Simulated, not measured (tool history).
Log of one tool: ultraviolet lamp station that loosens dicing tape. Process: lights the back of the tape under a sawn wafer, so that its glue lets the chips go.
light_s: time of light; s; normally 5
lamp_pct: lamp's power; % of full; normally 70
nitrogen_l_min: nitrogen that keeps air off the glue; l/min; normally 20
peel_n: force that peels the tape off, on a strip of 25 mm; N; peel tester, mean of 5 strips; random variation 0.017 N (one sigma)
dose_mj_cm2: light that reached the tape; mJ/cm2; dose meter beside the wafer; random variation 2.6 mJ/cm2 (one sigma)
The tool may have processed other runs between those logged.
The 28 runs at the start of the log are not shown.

run	hour	light_s	lamp_pct	nitrogen_l_min	peel_n	dose_mj_cm2
29	285.0	3	67	35	1.826	171
30	295.5	9	72	20	0.251	551
31	309.1	9	61	38	0.214	471
32	318.6	9	61	38	0.220	469
33	332.0	9	61	38	0.226	471
34	344.5	5	75	11	1.330	324
35	353.9	8	98	16	0.214	666
36	361.1	9	98	16	0.178	748
37	368.8	9	98	16	0.180	754
38	379.7	5	75	28	0.624	319
39	387.9	5	75	28	0.624	317
40	393.9	5	75	28	0.651	317
41	399.8	5	77	28	0.606	329
42	410.9	5	77	28	0.599	325

4 options for the next run, each taken on its own from the tool as it stands now. Forecast them:
A	419.6	8	77	34	?	?
B	419.6	2	92	28	?	?
C	419.6	4	70	10	?	?
D	419.6	6	70	9	?	?

run	peel_n	dose_mj_cm2
A	0.203	524
B	2.366	156
C	2.344	243
D	1.327	356
The same runs, with their run-to-run variation unchanged, on a tool lacking any hidden condition would have given:
run	peel_n	dose_mj_cm2
A	0.184	570
B	2.095	170
C	2.073	265
D	1.125	388
